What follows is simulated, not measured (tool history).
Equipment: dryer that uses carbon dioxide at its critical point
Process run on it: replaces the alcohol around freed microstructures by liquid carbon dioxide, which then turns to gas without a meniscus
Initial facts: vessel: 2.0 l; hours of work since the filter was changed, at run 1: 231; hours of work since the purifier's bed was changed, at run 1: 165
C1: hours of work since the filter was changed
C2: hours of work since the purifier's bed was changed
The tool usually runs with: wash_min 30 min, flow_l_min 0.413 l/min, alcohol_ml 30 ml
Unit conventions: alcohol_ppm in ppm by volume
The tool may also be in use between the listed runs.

Run 1, hour 0.0: usual settings; C1 231; C2 165. Result: alcohol_ppm 101 ppm by volume.
Run 2, hour 12.1: usual settings; C1 236; C2 170. Result: alcohol_ppm 106 ppm by volume.
Run 3, hour 31.5: usual settings; C1 244; C2 178. Result: alcohol_ppm 108 ppm by volume.
Run 4, hour 53.6: usual settings but alcohol_ml 72 ml; C1 253; C2 188. Result: alcohol_ppm 197 ppm by volume.
Run 5, hour 76.1: usual settings but alcohol_ml 72 ml; C1 263; C2 197. Result: alcohol_ppm 193 ppm by volume.
Run 6, hour 87.2: usual settings; C1 267; C2 202. Result: alcohol_ppm 122 ppm by volume.
Run 7, hour 99.7: usual settings but wash_min 45 min; C1 273; C2 207. Result: alcohol_ppm 59 ppm by volume.
Run 8, hour 120.9: usual settings but wash_min 43 min; C1 282; C2 216. Result: alcohol_ppm 61 ppm by volume.
Run 9, hour 132.8: usual settings but flow_l_min 0.575 l/min; C1 287; C2 221. Result: alcohol_ppm 63 ppm by volume.
Run 10, hour 147.8: usual settings but flow_l_min 0.575 l/min; C1 293; C2 228. Result: alcohol_ppm 69 ppm by volume.
Run 11, hour 162.3: usual settings but wash_min 20 min, alcohol_ml 74 ml; C1 299; C2 234. Result: alcohol_ppm 997 ppm by volume.
Run 12, hour 171.7: usual settings but flow_l_min 0.422 l/min; C1 303; C2 238. Result: alcohol_ppm 115 ppm by volume.
Run 13, hour 185.7: usual settings but wash_min 25 min, flow_l_min 0.422 l/min, alcohol_ml 35 ml; C1 309; C2 243. Result: alcohol_ppm 229 ppm by volume.
Run 14, hour 200.7: usual settings but wash_min 32 min, flow_l_min 0.422 l/min, alcohol_ml 35 ml; C1 315; C2 250. Result: alcohol_ppm 111 ppm by volume.
Run 15, hour 215.8: usual settings but wash_min 41 min, flow_l_min 0.323 l/min, alcohol_ml 82 ml; C1 322; C2 256. Result: alcohol_ppm 196 ppm by volume.
Run 16, hour 238.2: usual settings but wash_min 35 min, alcohol_ml 25 ml; C1 331; C2 266. Result: alcohol_ppm 96 ppm by volume.
Run 17, hour 251.5: usual settings but wash_min 35 min, alcohol_ml 25 ml; C1 337; C2 271. Result: alcohol_ppm 94 ppm by volume.

What if the next run were any one of these 5? Each begins from the tool's condition after run 17:
Run A, hour 268.7: usual settings but flow_l_min 0.260 l/min; C1 344; C2 278. Result: alcohol_ppm ?.
Run B, hour 268.7: usual settings but wash_min 22 min, flow_l_min 0.293 l/min, alcohol_ml 20 ml; C1 344; C2 278. Result: alcohol_ppm ?.
Run C, hour 268.7: usual settings but wash_min 19 min, flow_l_min 0.260 l/min, alcohol_ml 22 ml; C1 344; C2 278. Result: alcohol_ppm ?.
Run D, hour 268.7: usual settings but wash_min 32 min, flow_l_min 0.332 l/min, alcohol_ml 107 ml; C1 344; C2 278. Result: alcohol_ppm ?.
Run E, hour 268.7: usual settings but wash_min 37 min, flow_l_min 0.400 l/min, alcohol_ml 73 ml; C1 344; C2 278. Result: alcohol_ppm ?.

run  alcohol_ppm
  A          623
  B          700
  C         1452
  D          620
  E          141
What these runs would have given with no unlogged condition in the tool:
run  alcohol_ppm
  A          397
  B          473
  C         1112
  D          346
  E           45

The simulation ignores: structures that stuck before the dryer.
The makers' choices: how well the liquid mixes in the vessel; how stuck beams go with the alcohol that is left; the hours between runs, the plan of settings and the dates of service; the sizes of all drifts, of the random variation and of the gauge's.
